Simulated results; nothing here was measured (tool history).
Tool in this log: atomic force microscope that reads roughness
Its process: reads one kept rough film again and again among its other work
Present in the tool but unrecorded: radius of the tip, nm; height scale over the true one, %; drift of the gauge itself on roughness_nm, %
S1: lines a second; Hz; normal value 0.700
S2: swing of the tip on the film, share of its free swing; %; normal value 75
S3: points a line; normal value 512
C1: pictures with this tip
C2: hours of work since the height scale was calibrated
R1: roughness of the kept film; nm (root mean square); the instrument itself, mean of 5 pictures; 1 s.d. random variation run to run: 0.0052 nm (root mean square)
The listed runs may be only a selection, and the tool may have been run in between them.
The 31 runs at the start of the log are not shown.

run	hour	S1	S2	S3	C1	C2	R1
# hour 400.5: new tip fitted
32	400.5	1.666	67	257	0	860	0.766
33	416.0	0.700	82	512	41	872	0.795
34	426.6	1.695	82	379	68	881	0.727
35	438.7	0.724	83	512	99	890	0.770
36	453.1	0.700	72	512	136	902	0.779
37	469.4	0.700	72	512	178	915	0.775
38	476.9	1.344	67	671	198	921	0.755
39	490.7	2.757	61	671	233	931	0.745
40	505.2	2.757	61	671	271	943	0.726

Run 41, settings as shown, results not yet in. Your forecast:
41	518.1	2.757	61	671	304	953	?

Logged for run 41: R1 0.727 nm (root mean square).
Were there no unlogged condition in the tool, this run, its random variation unchanged, would have produced R1 0.795 nm (root mean square).

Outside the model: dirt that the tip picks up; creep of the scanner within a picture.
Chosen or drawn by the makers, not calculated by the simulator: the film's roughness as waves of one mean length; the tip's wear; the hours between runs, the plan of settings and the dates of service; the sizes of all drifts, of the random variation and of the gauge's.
